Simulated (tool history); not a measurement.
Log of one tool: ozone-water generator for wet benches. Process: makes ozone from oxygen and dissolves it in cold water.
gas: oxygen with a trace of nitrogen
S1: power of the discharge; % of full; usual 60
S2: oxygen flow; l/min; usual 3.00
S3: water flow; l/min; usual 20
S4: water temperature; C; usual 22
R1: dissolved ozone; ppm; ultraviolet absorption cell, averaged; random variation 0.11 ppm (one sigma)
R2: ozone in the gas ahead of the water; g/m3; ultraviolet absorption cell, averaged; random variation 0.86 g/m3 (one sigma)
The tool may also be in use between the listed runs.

{"run": 1, "hour": 0.0, "S1": 60, "S2": 3.0, "S3": 20, "S4": 22, "R1": 8.6, "R2": 134.2}
{"run": 2, "hour": 58.9, "S1": 60, "S2": 3.0, "S3": 20, "S4": 28, "R1": 7.9, "R2": 132.8}
{"run": 3, "hour": 136.2, "S1": 60, "S2": 3.0, "S3": 20, "S4": 28, "R1": 8.1, "R2": 133.2}
{"run": 4, "hour": 213.9, "S1": 60, "S2": 3.0, "S3": 20, "S4": 28, "R1": 8.0, "R2": 133.6}
{"run": 5, "hour": 310.3, "S1": 60, "S2": 3.0, "S3": 20, "S4": 28, "R1": 8.1, "R2": 131.7}
{"run": 6, "hour": 399.5, "S1": 60, "S2": 3.0, "S3": 20, "S4": 28, "R1": 7.9, "R2": 133.2}
{"run": 7, "hour": 479.9, "S1": 60, "S2": 1.55, "S3": 20, "S4": 22, "R1": 8.2, "R2": 205.0}
{"run": 8, "hour": 551.2, "S1": 60, "S2": 1.55, "S3": 20, "S4": 22, "R1": 8.1, "R2": 204.3}
{"run": 9, "hour": 599.5, "S1": 60, "S2": 1.55, "S3": 20, "S4": 22, "R1": 8.2, "R2": 203.9}
{"run": 10, "hour": 680.7, "S1": 60, "S2": 1.55, "S3": 20, "S4": 22, "R1": 8.2, "R2": 205.6}
{"run": 11, "hour": 784.0, "S1": 60, "S2": 3.81, "S3": 20, "S4": 22, "R1": 8.3, "R2": 113.0}
{"run": 12, "hour": 869.1, "S1": 60, "S2": 3.0, "S3": 19, "S4": 22, "R1": 8.6, "R2": 130.9}
{"run": 13, "hour": 941.0, "S1": 60, "S2": 1.95, "S3": 20, "S4": 22, "R1": 8.1, "R2": 174.2}
{"run": 14, "hour": 1039.2, "S1": 60, "S2": 1.95, "S3": 20, "S4": 15, "R1": 8.6, "R2": 173.1}
{"run": 15, "hour": 1082.1, "S1": 60, "S2": 1.95, "S3": 20, "S4": 15, "R1": 8.5, "R2": 173.2}
{"run": 16, "hour": 1131.9, "S1": 60, "S2": 2.73, "S3": 20, "S4": 21, "R1": 8.3, "R2": 139.7}
{"run": 17, "hour": 1194.1, "S1": 71, "S2": 2.71, "S3": 20, "S4": 17, "R1": 9.7, "R2": 156.1}
{"run": 18, "hour": 1255.1, "S1": 71, "S2": 2.71, "S3": 20, "S4": 17, "R1": 9.5, "R2": 154.7}
{"run": 19, "hour": 1319.6, "S1": 71, "S2": 2.71, "S3": 20, "S4": 17, "R1": 9.6, "R2": 155.6}
{"run": 20, "hour": 1405.7, "S1": 60, "S2": 3.0, "S3": 20, "S4": 18, "R1": 8.4, "R2": 129.4}
{"run": 21, "hour": 1505.2, "S1": 60, "S2": 3.0, "S3": 20, "S4": 18, "R1": 8.5, "R2": 129.1}
{"run": 22, "hour": 1592.5, "S1": 45, "S2": 3.02, "S3": 20, "S4": 22, "R1": 6.6, "R2": 106.9}
{"hour": 1636.9, "done": "contactor cleaned"}
{"run": 23, "hour": 1678.1, "S1": 43, "S2": 3.02, "S3": 29, "S4": 22, "R1": 4.7, "R2": 102.8}
{"run": 24, "hour": 1752.2, "S1": 58, "S2": 3.04, "S3": 17, "S4": 15, "R1": 10.4, "R2": 122.6}
{"run": 25, "hour": 1828.4, "S1": 42, "S2": 3.04, "S3": 31, "S4": 15, "R1": 4.4, "R2": 99.5}

5 ways to go on from here, each from the tool as it stands after run 25. What would each give?
{"run": "A", "hour": 1870.9, "S1": 60, "S2": 1.87, "S3": 16, "S4": 18, "R1": "?", "R2": "?"}
{"run": "B", "hour": 1870.9, "S1": 51, "S2": 3.04, "S3": 13, "S4": 15, "R1": "?", "R2": "?"}
{"run": "C", "hour": 1870.9, "S1": 42, "S2": 3.39, "S3": 26, "S4": 15, "R1": "?", "R2": "?"}
{"run": "D", "hour": 1870.9, "S1": 42, "S2": 3.04, "S3": 12, "S4": 15, "R1": "?", "R2": "?"}
{"run": "E", "hour": 1870.9, "S1": 42, "S2": 3.04, "S3": 31, "S4": 20, "R1": "?", "R2": "?"}

run=A R1=10.8 R2=175.1
run=B R1=12.2 R2=114.2
run=C R1=5.6 R2=93.0
run=D R1=11.8 R2=100.5
run=E R1=4.4 R2=99.7
Without the tool's hidden state the same runs would have given:
run=A R1=11.9 R2=192.1
run=B R1=13.3 R2=123.9
run=C R1=6.0 R2=99.5
run=D R1=12.7 R2=107.5
run=E R1=4.8 R2=106.7
